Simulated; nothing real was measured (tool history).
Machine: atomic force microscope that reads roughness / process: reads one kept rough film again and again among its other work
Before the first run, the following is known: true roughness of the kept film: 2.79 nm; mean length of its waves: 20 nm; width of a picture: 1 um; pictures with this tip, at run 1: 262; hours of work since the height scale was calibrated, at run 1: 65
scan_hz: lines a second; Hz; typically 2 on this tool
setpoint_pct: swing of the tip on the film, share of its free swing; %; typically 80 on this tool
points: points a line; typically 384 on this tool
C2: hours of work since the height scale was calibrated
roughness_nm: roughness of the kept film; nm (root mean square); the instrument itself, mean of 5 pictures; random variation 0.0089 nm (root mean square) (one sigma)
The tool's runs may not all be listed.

run 1 hour=0 | scan_hz=2 setpoint_pct=80 points=384 | pictures_with_this_tip=262 C2=65 | roughness_nm=1.453
run 2 hour=13.2 | scan_hz=0.66 setpoint_pct=80 points=384 | pictures_with_this_tip=283 C2=74 | roughness_nm=1.61
run 3 hour=25.4 | scan_hz=0.66 setpoint_pct=80 points=384 | pictures_with_this_tip=303 C2=83 | roughness_nm=1.592
run 4 hour=42 | scan_hz=2 setpoint_pct=80 points=384 | pictures_with_this_tip=330 C2=96 | roughness_nm=1.366
-- hour=46.2 new tip fitted
run 5 hour=58.6 | scan_hz=2 setpoint_pct=80 points=384 | pictures_with_this_tip=20 C2=108 | roughness_nm=1.939
run 6 hour=66.4 | scan_hz=2 setpoint_pct=80 points=384 | pictures_with_this_tip=33 C2=114 | roughness_nm=1.928
run 7 hour=77.3 | scan_hz=2 setpoint_pct=80 points=384 | pictures_with_this_tip=51 C2=122 | roughness_nm=1.877
run 8 hour=92 | scan_hz=1.27 setpoint_pct=80 points=384 | pictures_with_this_tip=74 C2=133 | roughness_nm=1.936
run 9 hour=107.2 | scan_hz=2 setpoint_pct=80 points=384 | pictures_with_this_tip=99 C2=144 | roughness_nm=1.778
run 10 hour=120.8 | scan_hz=2 setpoint_pct=60 points=384 | pictures_with_this_tip=121 C2=154 | roughness_nm=1.975
run 11 hour=133.2 | scan_hz=2 setpoint_pct=60 points=384 | pictures_with_this_tip=141 C2=163 | roughness_nm=1.932
run 12 hour=149.3 | scan_hz=2 setpoint_pct=60 points=384 | pictures_with_this_tip=168 C2=176 | roughness_nm=1.858
run 13 hour=158.1 | scan_hz=2 setpoint_pct=60 points=384 | pictures_with_this_tip=182 C2=182 | roughness_nm=1.841
run 14 hour=169.8 | scan_hz=2 setpoint_pct=60 points=384 | pictures_with_this_tip=201 C2=191 | roughness_nm=1.801
run 15 hour=178.2 | scan_hz=1.46 setpoint_pct=80 points=384 | pictures_with_this_tip=214 C2=197 | roughness_nm=1.643
run 16 hour=191.6 | scan_hz=2 setpoint_pct=80 points=384 | pictures_with_this_tip=236 C2=207 | roughness_nm=1.536
run 17 hour=206.2 | scan_hz=2.09 setpoint_pct=80 points=384 | pictures_with_this_tip=260 C2=218 | roughness_nm=1.481
run 18 hour=214.9 | scan_hz=2.09 setpoint_pct=80 points=335 | pictures_with_this_tip=274 C2=224 | roughness_nm=1.465
run 19 hour=228 | scan_hz=2 setpoint_pct=80 points=384 | pictures_with_this_tip=295 C2=234 | roughness_nm=1.45
run 20 hour=245.5 | scan_hz=2 setpoint_pct=80 points=384 | pictures_with_this_tip=324 C2=247 | roughness_nm=1.419
-- hour=252.9 new tip fitted
run 21 hour=259.2 | scan_hz=2 setpoint_pct=80 points=384 | pictures_with_this_tip=10 C2=257 | roughness_nm=1.953
run 22 hour=271.8 | scan_hz=2 setpoint_pct=80 points=384 | pictures_with_this_tip=31 C2=267 | roughness_nm=1.899
run 23 hour=289.2 | scan_hz=2 setpoint_pct=80 points=384 | pictures_with_this_tip=59 C2=280 | roughness_nm=1.846
run 24 hour=300.1 | scan_hz=2 setpoint_pct=80 points=384 | pictures_with_this_tip=77 C2=288 | roughness_nm=1.796
run 25 hour=313.3 | scan_hz=2 setpoint_pct=86 points=384 | pictures_with_this_tip=98 C2=297 | roughness_nm=1.661
run 26 hour=324.3 | scan_hz=2 setpoint_pct=84 points=625 | pictures_with_this_tip=116 C2=306 | roughness_nm=1.667
run 27 hour=339.8 | scan_hz=2.12 setpoint_pct=84 points=554 | pictures_with_this_tip=141 C2=317 | roughness_nm=1.611
run 28 hour=351.2 | scan_hz=2.12 setpoint_pct=84 points=554 | pictures_with_this_tip=160 C2=326 | roughness_nm=1.571
run 29 hour=362.5 | scan_hz=1.66 setpoint_pct=62 points=736 | pictures_with_this_tip=178 C2=334 | roughness_nm=1.867
run 30 hour=370.8 | scan_hz=1.66 setpoint_pct=62 points=736 | pictures_with_this_tip=192 C2=340 | roughness_nm=1.831
run 31 hour=387.2 | scan_hz=3.83 setpoint_pct=71 points=809 | pictures_with_this_tip=218 C2=353 | roughness_nm=1.523
run 32 hour=403.9 | scan_hz=1.06 setpoint_pct=56 points=395 | pictures_with_this_tip=245 C2=365 | roughness_nm=1.788
run 33 hour=418.7 | scan_hz=1.06 setpoint_pct=56 points=395 | pictures_with_this_tip=269 C2=376 | roughness_nm=1.739
run 34 hour=432.8 | scan_hz=0.66 setpoint_pct=80 points=707 | pictures_with_this_tip=292 C2=387 | roughness_nm=1.67
run 35 hour=445.3 | scan_hz=1 setpoint_pct=71 points=268 | pictures_with_this_tip=312 C2=396 | roughness_nm=1.58
run 36 hour=458.5 | scan_hz=3.54 setpoint_pct=65 points=689 | pictures_with_this_tip=334 C2=406 | roughness_nm=1.475
-- hour=460 new tip fitted
run 37 hour=469.7 | scan_hz=3.54 setpoint_pct=65 points=689 | pictures_with_this_tip=15 C2=414 | roughness_nm=2.017
run 38 hour=483.6 | scan_hz=3.54 setpoint_pct=65 points=689 | pictures_with_this_tip=38 C2=424 | roughness_nm=1.955
run 39 hour=501.1 | scan_hz=3.54 setpoint_pct=65 points=689 | pictures_with_this_tip=66 C2=437 | roughness_nm=1.908
run 40 hour=516.1 | scan_hz=3.54 setpoint_pct=65 points=689 | pictures_with_this_tip=91 C2=448 | roughness_nm=1.851
run 41 hour=527.2 | scan_hz=1.99 setpoint_pct=81 points=318 | pictures_with_this_tip=109 C2=457 | roughness_nm=1.705
run 42 hour=544.6 | scan_hz=0.86 setpoint_pct=85 points=318 | pictures_with_this_tip=137 C2=470 | roughness_nm=1.808
run 43 hour=553.2 | scan_hz=0.86 setpoint_pct=85 points=318 | pictures_with_this_tip=151 C2=476 | roughness_nm=1.769
run 44 hour=569.4 | scan_hz=0.86 setpoint_pct=61 points=318 | pictures_with_this_tip=177 C2=488 | roughness_nm=1.891
run 45 hour=583.3 | scan_hz=1.56 setpoint_pct=80 points=384 | pictures_with_this_tip=200 C2=499 | roughness_nm=1.637
run 46 hour=596.2 | scan_hz=1.92 setpoint_pct=80 points=376 | pictures_with_this_tip=221 C2=508 | roughness_nm=1.549
run 47 hour=608.9 | scan_hz=1.92 setpoint_pct=80 points=376 | pictures_with_this_tip=242 C2=518 | roughness_nm=1.52

Alternative continuations, all from the tool just after run 47; predict every row:
run A hour=626.1 | scan_hz=2.33 setpoint_pct=80 points=376 | pictures_with_this_tip=269 C2=531 | roughness_nm=?
run B hour=626.1 | scan_hz=1.23 setpoint_pct=84 points=622 | pictures_with_this_tip=269 C2=531 | roughness_nm=?
run C hour=626.1 | scan_hz=1.92 setpoint_pct=80 points=658 | pictures_with_this_tip=269 C2=531 | roughness_nm=?

run=A roughness_nm=1.429
run=B roughness_nm=1.569
run=C roughness_nm=1.504
Had the tool no hidden state, the same runs would have come out as:
run=A roughness_nm=1.927
run=B roughness_nm=2.113
run=C roughness_nm=2.028
